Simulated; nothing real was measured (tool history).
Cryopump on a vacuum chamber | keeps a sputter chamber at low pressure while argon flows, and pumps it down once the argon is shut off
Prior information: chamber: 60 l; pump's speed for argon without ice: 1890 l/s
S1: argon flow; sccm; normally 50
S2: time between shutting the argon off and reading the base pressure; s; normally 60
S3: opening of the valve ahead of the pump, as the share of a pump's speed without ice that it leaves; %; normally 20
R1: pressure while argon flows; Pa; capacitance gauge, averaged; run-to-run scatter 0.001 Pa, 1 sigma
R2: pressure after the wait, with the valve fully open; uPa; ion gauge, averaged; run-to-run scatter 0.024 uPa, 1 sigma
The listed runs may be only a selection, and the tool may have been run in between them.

| run | hour | S1 | S2 | S3 | R1 | R2 |
|---|---|---|---|---|---|---|
| 1 | 0 | 50 | 60 | 20 | 0.2345 | 1.95 |
| 2 | 112 | 50 | 60 | 20 | 0.2351 | 1.97 |
|  | 177.1 | pump warmed up, emptied and cooled again |
| 3 | 225.7 | 50 | 136 | 20 | 0.2249 | 1.33 |
| 4 | 336.3 | 50 | 136 | 20 | 0.2247 | 1.46 |
| 5 | 383.7 | 50 | 136 | 20 | 0.2262 | 1.44 |
| 6 | 486.6 | 50 | 136 | 20 | 0.2267 | 1.62 |
| 7 | 579.5 | 50 | 60 | 20 | 0.2286 | 2 |
| 8 | 644.5 | 50 | 60 | 20 | 0.2281 | 2 |
|  | 692.3 | leaking fittings of the chamber tightened, without venting |
| 9 | 737.5 | 50 | 60 | 20 | 0.232 | 0.93 |
| 10 | 850.1 | 50 | 60 | 20 | 0.2326 | 1.01 |
| 11 | 903.9 | 40 | 60 | 20 | 0.1862 | 1.03 |
| 12 | 956.8 | 40 | 60 | 20 | 0.1883 | 1.06 |
| 13 | 1017.3 | 50 | 60 | 20 | 0.2371 | 1.12 |
| 14 | 1090.7 | 50 | 60 | 20 | 0.2374 | 1.08 |
|  | 1110.7 | pump warmed up, emptied and cooled again |
| 15 | 1156.6 | 50 | 60 | 20 | 0.225 | 1.09 |
| 16 | 1253.3 | 50 | 60 | 20 | 0.2278 | 1.04 |
| 17 | 1328.2 | 50 | 60 | 20 | 0.2274 | 1.1 |
| 18 | 1400.8 | 53 | 30 | 45 | 0.11 | 1.89 |
| 19 | 1494.5 | 53 | 30 | 30 | 0.165 | 1.87 |
| 20 | 1556.7 | 53 | 30 | 30 | 0.1655 | 1.9 |
| 21 | 1634.8 | 44 | 167 | 43 | 0.0982 | 0.79 |
| 22 | 1692.8 | 44 | 167 | 43 | 0.0976 | 0.82 |
| 23 | 1747.6 | 44 | 167 | 43 | 0.1013 | 0.82 |
| 24 | 1820.8 | 80 | 135 | 40 | 0.1978 | 0.96 |
| 25 | 1890.7 | 57 | 60 | 31 | 0.1784 | 1.41 |
| 26 | 1939.7 | 23 | 31 | 20 | 0.1082 | 2.06 |
| 27 | 2008.8 | 46 | 157 | 20 | 0.2179 | 1.03 |
|  | 2042.1 | pump warmed up, emptied and cooled again |
| 28 | 2077.8 | 94 | 37 | 58 | 0.1465 | 1.82 |
| 29 | 2143.5 | 24 | 28 | 20 | 0.1087 | 2.13 |
| 30 | 2205.4 | 24 | 28 | 20 | 0.1092 | 2.18 |
| 31 | 2265.6 | 40 | 40 | 24 | 0.1524 | 1.79 |
| 32 | 2377.6 | 42 | 41 | 24 | 0.1596 | 1.82 |
| 33 | 2439.4 | 62 | 69 | 44 | 0.134 | 1.39 |
| 34 | 2488.4 | 27 | 220 | 33 | 0.0766 | 0.99 |

Here are 3 independent what-if runs from the current tool condition. What would each one return?
| A | 2566.6 | 50 | 25 | 47 | ? | ? |
| B | 2566.6 | 27 | 220 | 25 | ? | ? |
| C | 2566.6 | 25 | 40 | 33 | ? | ? |

| run | R1 | R2 |
|---|---|---|
| A | 0.1032 | 2.63 |
| B | 0.1011 | 1.05 |
| C | 0.0709 | 1.86 |
What these runs would have given with no unlogged condition in the tool:
| run | R1 | R2 |
|---|---|---|
| A | 0.0955 | 1.92 |
| B | 0.097 | 0.37 |
| C | 0.067 | 1.2 |

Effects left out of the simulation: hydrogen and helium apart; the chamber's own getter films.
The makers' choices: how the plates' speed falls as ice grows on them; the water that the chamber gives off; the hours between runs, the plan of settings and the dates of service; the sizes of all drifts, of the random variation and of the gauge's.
